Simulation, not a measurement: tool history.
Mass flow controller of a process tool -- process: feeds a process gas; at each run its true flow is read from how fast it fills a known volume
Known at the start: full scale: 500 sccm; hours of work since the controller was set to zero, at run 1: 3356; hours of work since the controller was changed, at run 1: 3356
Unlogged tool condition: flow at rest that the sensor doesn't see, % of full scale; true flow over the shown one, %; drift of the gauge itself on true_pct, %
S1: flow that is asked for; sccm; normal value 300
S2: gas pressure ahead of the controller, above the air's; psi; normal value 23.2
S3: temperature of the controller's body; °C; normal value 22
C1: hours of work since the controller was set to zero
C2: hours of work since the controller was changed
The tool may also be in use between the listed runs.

run 1 hour=0 | S1=300 S2=23.2 S3=22 | C1=3356 C2=3356 | true_flow_(%)=98.84
run 2 hour=122.5 | S1=300 S2=23.2 S3=22 | C1=3444 C2=3444 | true_flow_(%)=98.76
run 3 hour=176 | S1=300 S2=23.2 S3=22 | C1=3482 C2=3482 | true_flow_(%)=98.75
run 4 hour=236.8 | S1=300 S2=23.2 S3=22 | C1=3526 C2=3526 | true_flow_(%)=98.76
run 5 hour=339.9 | S1=300 S2=23.2 S3=22 | C1=3600 C2=3600 | true_flow_(%)=98.71
run 6 hour=433.4 | S1=300 S2=23.2 S3=22 | C1=3667 C2=3667 | true_flow_(%)=98.49
run 7 hour=499 | S1=403 S2=23.2 S3=22 | C1=3714 C2=3714 | true_flow_(%)=99.08
run 8 hour=619.7 | S1=403 S2=23.2 S3=22 | C1=3800 C2=3800 | true_flow_(%)=99.01
run 9 hour=693.2 | S1=403 S2=23.2 S3=22 | C1=3853 C2=3853 | true_flow_(%)=99.03
run 10 hour=810.6 | S1=300 S2=23.2 S3=22 | C1=3937 C2=3937 | true_flow_(%)=98.42
run 11 hour=864.4 | S1=300 S2=23.2 S3=22 | C1=3975 C2=3975 | true_flow_(%)=98.48
run 12 hour=985.9 | S1=72 S2=23.2 S3=22 | C1=4062 C2=4062 | true_flow_(%)=97.28
run 13 hour=1053.3 | S1=295 S2=33.5 S3=20 | C1=4111 C2=4111 | true_flow_(%)=98
run 14 hour=1171.2 | S1=196 S2=35.8 S3=24 | C1=4195 C2=4195 | true_flow_(%)=97.85

Run 15 comes next. What will it give?
run 15 hour=1251.4 | S1=53 S2=20.9 S3=31 | C1=4252 C2=4252 | true_flow_(%)=?

true flow (%): 98.14
Take away the tool's hidden state, keep the run-to-run variation as it was, and the same run would have given true flow (%) 98.52.

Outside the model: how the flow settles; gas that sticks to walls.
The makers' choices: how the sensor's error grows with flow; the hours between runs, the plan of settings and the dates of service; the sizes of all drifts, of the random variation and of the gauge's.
